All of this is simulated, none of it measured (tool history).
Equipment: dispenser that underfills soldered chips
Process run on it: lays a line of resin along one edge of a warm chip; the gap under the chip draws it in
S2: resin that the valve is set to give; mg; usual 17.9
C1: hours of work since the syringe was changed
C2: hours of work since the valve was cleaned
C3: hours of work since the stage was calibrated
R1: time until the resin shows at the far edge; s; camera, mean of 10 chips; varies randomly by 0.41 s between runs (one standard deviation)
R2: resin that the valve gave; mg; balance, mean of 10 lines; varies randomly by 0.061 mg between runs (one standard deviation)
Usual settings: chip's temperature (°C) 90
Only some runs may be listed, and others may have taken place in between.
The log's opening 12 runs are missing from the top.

-- hour=44.4 new syringe of resin
run 13 hour=44.6 | chip's_temperature_(°C)=90 S2=17.9 | C1=0 C2=95 C3=149 | R1=27.6 R2=17.08
run 14 hour=48.8 | chip's_temperature_(°C)=90 S2=17.9 | C1=3 C2=98 C3=152 | R1=31.5 R2=17.15
run 15 hour=51.6 | chip's_temperature_(°C)=82 S2=17.9 | C1=5 C2=100 C3=154 | R1=45.6 R2=17.04
run 16 hour=55.0 | chip's_temperature_(°C)=82 S2=17.9 | C1=7 C2=103 C3=156 | R1=49.2 R2=17.08
run 17 hour=58.3 | chip's_temperature_(°C)=82 S2=17.9 | C1=10 C2=105 C3=158 | R1=54.3 R2=17.17
-- hour=61.8 new syringe of resin
run 18 hour=62.2 | chip's_temperature_(°C)=93 S2=17.9 | C1=0 C2=108 C3=161 | R1=24.4 R2=17.06
run 19 hour=65.0 | chip's_temperature_(°C)=88 S2=22.0 | C1=2 C2=109 C3=163 | R1=31.2 R2=20.91
run 20 hour=69.4 | chip's_temperature_(°C)=88 S2=22.0 | C1=5 C2=113 C3=166 | R1=35.1 R2=21.04
run 21 hour=72.0 | chip's_temperature_(°C)=75 S2=15.2 | C1=7 C2=114 C3=168 | R1=68.8 R2=14.46
run 22 hour=77.1 | chip's_temperature_(°C)=75 S2=22.4 | C1=11 C2=118 C3=171 | R1=71.7 R2=21.29
-- hour=79.3 new syringe of resin
run 23 hour=81.9 | chip's_temperature_(°C)=80 S2=19.8 | C1=2 C2=121 C3=174 | R1=43.2 R2=18.80
run 24 hour=85.5 | chip's_temperature_(°C)=90 S2=18.5 | C1=4 C2=124 C3=177 | R1=32.9 R2=17.56
-- hour=90.8 dispensing valve cleaned and set on the balance
run 25 hour=90.8 | chip's_temperature_(°C)=97 S2=16.3 | C1=7 C2=0 C3=180 | R1=28.8 R2=16.30
run 26 hour=93.7 | chip's_temperature_(°C)=97 S2=16.3 | C1=9 C2=2 C3=182 | R1=30.6 R2=16.25
run 27 hour=95.8 | chip's_temperature_(°C)=75 S2=18.9 | C1=11 C2=3 C3=183 | R1=74.4 R2=18.97
-- hour=97.7 new syringe of resin
run 28 hour=100.7 | chip's_temperature_(°C)=101 S2=21.2 | C1=2 C2=7 C3=187 | R1=18.9 R2=21.27
run 29 hour=103.0 | chip's_temperature_(°C)=83 S2=17.9 | C1=4 C2=8 C3=188 | R1=40.5 R2=17.84
run 30 hour=106.5 | chip's_temperature_(°C)=80 S2=15.8 | C1=6 C2=11 C3=191 | R1=51.6 R2=15.76
run 31 hour=109.2 | chip's_temperature_(°C)=90 S2=16.1 | C1=8 C2=13 C3=192 | R1=37.7 R2=16.01
run 32 hour=114.3 | chip's_temperature_(°C)=90 S2=23.1 | C1=12 C2=16 C3=196 | R1=41.8 R2=22.94
-- hour=115.3 new syringe of resin
run 33 hour=117.6 | chip's_temperature_(°C)=97 S2=22.5 | C1=2 C2=18 C3=198 | R1=22.4 R2=22.19
run 34 hour=122.6 | chip's_temperature_(°C)=97 S2=22.5 | C1=5 C2=22 C3=202 | R1=25.0 R2=22.35
run 35 hour=126.1 | chip's_temperature_(°C)=79 S2=20.0 | C1=8 C2=24 C3=204 | R1=54.0 R2=19.80
run 36 hour=130.0 | chip's_temperature_(°C)=97 S2=18.4 | C1=10 C2=27 C3=207 | R1=31.3 R2=18.15

4 ways to go on from here, each from the tool as it stands after run 36. What would each give?
-- hour=132.9 new syringe of resin
run A hour=135.0 | chip's_temperature_(°C)=94 S2=17.9 | C1=2 C2=30 C3=210 | R1=? R2=?
-- hour=132.9 new syringe of resin
run B hour=135.0 | chip's_temperature_(°C)=76 S2=17.9 | C1=2 C2=30 C3=210 | R1=? R2=?
-- hour=132.9 new syringe of resin
run C hour=135.0 | chip's_temperature_(°C)=84 S2=17.9 | C1=2 C2=30 C3=210 | R1=? R2=?
-- hour=132.9 new syringe of resin
run D hour=135.0 | chip's_temperature_(°C)=89 S2=22.9 | C1=2 C2=30 C3=210 | R1=? R2=?

run=A R1=24.6 R2=17.69
run=B R1=49.4 R2=17.62
run=C R1=36.0 R2=17.61
run=D R1=29.3 R2=22.60
Had the tool no hidden state, the same runs would have come out as:
run=A R1=23.6 R2=17.94
run=B R1=47.5 R2=17.87
run=C R1=34.6 R2=17.86
run=D R1=28.1 R2=22.92
